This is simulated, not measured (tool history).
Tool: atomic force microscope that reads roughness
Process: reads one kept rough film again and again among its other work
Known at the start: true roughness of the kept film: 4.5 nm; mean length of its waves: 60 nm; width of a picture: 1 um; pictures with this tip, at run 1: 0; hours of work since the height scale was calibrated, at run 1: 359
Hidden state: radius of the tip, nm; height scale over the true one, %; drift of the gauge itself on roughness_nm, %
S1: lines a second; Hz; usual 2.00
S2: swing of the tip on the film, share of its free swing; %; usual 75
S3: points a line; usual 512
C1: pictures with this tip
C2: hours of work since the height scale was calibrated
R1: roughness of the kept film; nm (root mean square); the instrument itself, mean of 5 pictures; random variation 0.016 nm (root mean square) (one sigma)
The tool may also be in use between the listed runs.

Run 1, hour 0.0: usual settings; C1 0; C2 359. Result: R1 3.838 nm (root mean square).
Run 2, hour 12.2: usual settings; C1 10; C2 365. Result: R1 3.825 nm (root mean square).
Run 3, hour 25.9: usual settings; C1 21; C2 372. Result: R1 3.835 nm (root mean square).
Run 4, hour 33.9: usual settings; C1 28; C2 376. Result: R1 3.851 nm (root mean square).
Run 5, hour 48.7: usual settings but S3 564; C1 40; C2 383. Result: R1 3.850 nm (root mean square).
Run 6, hour 64.4: usual settings but S3 564; C1 53; C2 391. Result: R1 3.836 nm (root mean square).
Run 7, hour 75.9: usual settings; C1 62; C2 397. Result: R1 3.805 nm (root mean square).
Run 8, hour 88.4: usual settings; C1 73; C2 403. Result: R1 3.808 nm (root mean square).
Run 9, hour 96.8: usual settings but S1 3.95 Hz, S3 705; C1 79; C2 407. Result: R1 3.459 nm (root mean square).
Run 10, hour 108.6: usual settings but S1 3.95 Hz, S3 705; C1 89; C2 413. Result: R1 3.453 nm (root mean square).
Run 11, hour 119.6: usual settings but S2 87 %, S3 435; C1 98; C2 419. Result: R1 3.520 nm (root mean square).
Run 12, hour 131.9: usual settings but S1 2.01 Hz, S2 71 %, S3 819; C1 108; C2 425. Result: R1 3.885 nm (root mean square).
Run 13, hour 140.5: usual settings but S1 2.01 Hz, S2 71 %, S3 819; C1 115; C2 429. Result: R1 3.873 nm (root mean square).

Forecast each of these 3 alternatives for the next run:
Run A, hour 152.8: usual settings but S1 2.01 Hz, S2 71 %, S3 864; C1 126; C2 435. Result: R1 ?.
Run B, hour 152.8: usual settings but S1 0.99 Hz, S2 71 %, S3 819; C1 126; C2 435. Result: R1 ?.
Run C, hour 152.8: usual settings but S1 2.95 Hz, S2 62 %, S3 819; C1 126; C2 435. Result: R1 ?.

run     R1
  A  3.849
  B  4.030
  C  3.927
Without the tool's hidden state the same runs would have given:
run     R1
  A  3.911
  B  4.095
  C  3.990

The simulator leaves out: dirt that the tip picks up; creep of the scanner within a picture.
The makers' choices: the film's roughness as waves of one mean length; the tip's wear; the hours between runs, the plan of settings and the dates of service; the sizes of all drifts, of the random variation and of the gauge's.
